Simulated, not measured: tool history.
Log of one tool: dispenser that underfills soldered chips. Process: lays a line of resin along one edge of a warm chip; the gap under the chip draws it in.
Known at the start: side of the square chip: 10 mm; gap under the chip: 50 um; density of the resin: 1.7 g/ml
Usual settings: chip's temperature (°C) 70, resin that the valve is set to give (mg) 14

run   hour  chip's temperature (°C)  resin that the valve is set to give (mg)  time until the resin shows at the far edge (s)  resin that the valve gave (mg)
  1      0                       70                                        14                                           187.6                            12.9
  2    6.2                       59                                        14                                           465.6                           12.65
       7.9  -- new syringe of resin
  3     12                       59                                        14                                           355.2                           12.72
  4   16.8                       70                                        14                                           265.6                           12.64
      18.4  -- new syringe of resin
  5   24.8                       70                                        14                                           230.4                           12.71
      26.3  -- dispensing valve cleaned and set on the balance
      29.8  -- new syringe of resin
  6     32                       70                                        14                                           185.4                           13.92
  7   36.2                       70                                        14                                           234.4                           13.94
      40.3  -- new syringe of resin
  8   41.7                       70                                        14                                             176                           13.93
  9   46.9                       70                                        14                                           239.6                           13.85
        51  -- new syringe of resin
 10   55.3                       70                                        14                                           206.9                           13.66
      61.9  -- new syringe of resin
 11   62.3                       70                                        14                                           162.9                           13.67
 12   68.3                       70                                        14                                           235.3                           13.58
      72.5  -- new syringe of resin
 13   76.4                       70                                        14                                           203.5                           13.51
        83  -- new syringe of resin
 14   84.6                       70                                        14                                           185.5                           13.49
 15   88.4                       66                                        14                                           277.8                           13.39
 16   92.4                       70                                        14                                           288.2                            13.5
      93.4  -- new syringe of resin
 17   97.7                       70                                        14                                           209.6                           13.42
     103.9  -- new syringe of resin
 18  105.9                       71                                        14                                           174.5                           13.29
 19  113.1                       71                                        14                                             271                           13.15
     114.7  -- new syringe of resin
 20  118.3                       71                                        14                                           190.7                           13.14
 21  123.4                       84                                      12.5                                           139.9                           11.86
       125  -- new syringe of resin
 22  131.5                       70                                        12                                           245.4                            11.2
     135.7  -- new syringe of resin
 23  137.4                       70                                        12                                           191.9                              11
 24  142.3                       72                                      13.7                                           221.7                           12.67
     146.1  -- new syringe of resin
 25  147.3                       77                                      16.7                                             123                           15.49
 26  151.9                       85                                      12.5                                           117.6                           11.49
     156.5  -- new syringe of resin
 27  156.5                       85                                      12.5                                            83.9                           11.54
 28  162.7                       85                                      12.5                                           119.5                           11.41
     167.1  -- new syringe of resin
 29  170.9                       76                                      13.2                                           157.3                           12.04
 30  174.3                       83                                      13.5                                           135.7                           12.31
     177.5  -- new syringe of resin
     181.3  -- dispensing valve cleaned and set on the balance
 31  183.4                       83                                      13.5                                           118.2                           13.39
     188.9  -- new syringe of resin
 32  190.8                       83                                      13.5                                             103                           13.35
 33  195.2                       60                                      12.4                                           397.3                           12.35
     199.4  -- new syringe of resin
 34    201                       83                                      13.1                                            99.4                           13.07

Forecast each of these 4 alternatives for the next run:
  A  204.5                       83                                      13.5                                               ?                               ?
  B  204.5                       65                                      15.1                                               ?                               ?
  C  204.5                       63                                      13.1                                               ?                               ?
  D  204.5                       83                                      13.5                                               ?                               ?

run  time until the resin shows at the far edge (s)  resin that the valve gave (mg)
  A                                           121.9                           13.45
  B                                           279.1                           14.94
  C                                           323.6                           13.01
  D                                           119.8                           13.41
Without the tool's hidden state the same runs would have given:
run  time until the resin shows at the far edge (s)  resin that the valve gave (mg)
  A                                            86.6                           13.61
  B                                           197.3                           15.12
  C                                           228.5                           13.16
  D                                            85.2                           13.56
